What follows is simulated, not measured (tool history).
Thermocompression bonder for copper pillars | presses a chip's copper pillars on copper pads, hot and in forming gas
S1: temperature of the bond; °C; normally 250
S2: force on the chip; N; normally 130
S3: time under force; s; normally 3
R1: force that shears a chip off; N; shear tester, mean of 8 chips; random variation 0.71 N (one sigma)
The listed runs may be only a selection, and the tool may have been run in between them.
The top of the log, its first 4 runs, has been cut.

| run | hour | S1 | S2 | S3 | R1 |
|---|---|---|---|---|---|
| 5 | 37.6 | 250 | 130 | 2 | 39.7 |
| 6 | 46.8 | 250 | 130 | 4 | 50.6 |
| 7 | 54.1 | 250 | 130 | 4 | 51.6 |
| 8 | 63 | 250 | 130 | 4 | 50.9 |
| 9 | 68.9 | 249 | 130 | 3 | 46 |
| 10 | 81 | 249 | 130 | 3 | 44.3 |
| 11 | 93 | 249 | 130 | 3 | 45.5 |
| 12 | 99.1 | 249 | 130 | 3 | 44.4 |
| 13 | 109 | 249 | 130 | 3 | 45.4 |
| 14 | 119.7 | 245 | 130 | 3 | 42.8 |
| 15 | 127.9 | 250 | 130 | 3 | 44.6 |
| 16 | 133.2 | 250 | 130 | 3 | 46.7 |
| 17 | 143.1 | 250 | 130 | 3 | 46 |
| 18 | 154 | 250 | 86 | 3 | 34.6 |
| 19 | 166.1 | 250 | 86 | 3 | 34.1 |
|  | 168.4 | force cell calibrated |
| 20 | 177 | 250 | 86 | 3 | 33.4 |
| 21 | 187.8 | 250 | 86 | 3 | 33.8 |
| 22 | 194.6 | 250 | 86 | 3 | 33.6 |
| 23 | 204.2 | 250 | 86 | 3 | 33.4 |

Forecast run 24:
| 24 | 210.3 | 268 | 127 | 3 | ? |

Logged for run 24: R1 57.2 N.
The same run, on a tool lacking any hidden state, would have yielded R1 61.7 N.

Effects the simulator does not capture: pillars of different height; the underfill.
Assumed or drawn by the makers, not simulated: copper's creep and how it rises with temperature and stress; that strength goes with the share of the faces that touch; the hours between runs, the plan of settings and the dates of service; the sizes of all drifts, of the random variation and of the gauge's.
